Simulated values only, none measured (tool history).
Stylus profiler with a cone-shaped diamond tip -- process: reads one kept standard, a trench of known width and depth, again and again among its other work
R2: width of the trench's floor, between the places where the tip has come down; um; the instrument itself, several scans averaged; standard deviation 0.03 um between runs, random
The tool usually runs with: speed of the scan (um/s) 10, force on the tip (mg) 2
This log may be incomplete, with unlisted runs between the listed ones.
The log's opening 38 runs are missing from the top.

run 39 hour=814.4 | speed_of_the_scan_(um/s)=34 force_on_the_tip_(mg)=1.84 | depth_of_the_trench_(nm)=100.73 R2=28.24
run 40 hour=839.3 | speed_of_the_scan_(um/s)=6 force_on_the_tip_(mg)=1.08 | depth_of_the_trench_(nm)=100.39 R2=28.28
run 41 hour=866.6 | speed_of_the_scan_(um/s)=6 force_on_the_tip_(mg)=1.08 | depth_of_the_trench_(nm)=100.41 R2=28.29
run 42 hour=897.5 | speed_of_the_scan_(um/s)=26 force_on_the_tip_(mg)=2 | depth_of_the_trench_(nm)=100.73 R2=28.25
run 43 hour=923.4 | speed_of_the_scan_(um/s)=7 force_on_the_tip_(mg)=0.69 | depth_of_the_trench_(nm)=100.2 R2=28.23
run 44 hour=943.2 | speed_of_the_scan_(um/s)=15 force_on_the_tip_(mg)=1.5 | depth_of_the_trench_(nm)=100.58 R2=28.24
run 45 hour=963.4 | speed_of_the_scan_(um/s)=15 force_on_the_tip_(mg)=1.5 | depth_of_the_trench_(nm)=100.51 R2=28.24
run 46 hour=978 | speed_of_the_scan_(um/s)=15 force_on_the_tip_(mg)=1.5 | depth_of_the_trench_(nm)=100.57 R2=28.24
run 47 hour=996.5 | speed_of_the_scan_(um/s)=2 force_on_the_tip_(mg)=3.46 | depth_of_the_trench_(nm)=101.15 R2=28.34
run 48 hour=1024.8 | speed_of_the_scan_(um/s)=2 force_on_the_tip_(mg)=1.57 | depth_of_the_trench_(nm)=100.53 R2=28.26

Each row is a separate what-if for the run after 48, all from the same tool condition, not one after another. Results?
run A hour=1048.3 | speed_of_the_scan_(um/s)=4 force_on_the_tip_(mg)=1.57 | depth_of_the_trench_(nm)=? R2=?
run B hour=1048.3 | speed_of_the_scan_(um/s)=28 force_on_the_tip_(mg)=0.91 | depth_of_the_trench_(nm)=? R2=?
run C hour=1048.3 | speed_of_the_scan_(um/s)=4 force_on_the_tip_(mg)=2.27 | depth_of_the_trench_(nm)=? R2=?

run=A depth_of_the_trench_(nm)=100.52 R2=28.25
run=B depth_of_the_trench_(nm)=100.29 R2=28.19
run=C depth_of_the_trench_(nm)=100.78 R2=28.28
Without the tool's unlogged condition, the same runs would have read:
run=A depth_of_the_trench_(nm)=100.78 R2=28.71
run=B depth_of_the_trench_(nm)=100.55 R2=28.65
run=C depth_of_the_trench_(nm)=101.04 R2=28.73

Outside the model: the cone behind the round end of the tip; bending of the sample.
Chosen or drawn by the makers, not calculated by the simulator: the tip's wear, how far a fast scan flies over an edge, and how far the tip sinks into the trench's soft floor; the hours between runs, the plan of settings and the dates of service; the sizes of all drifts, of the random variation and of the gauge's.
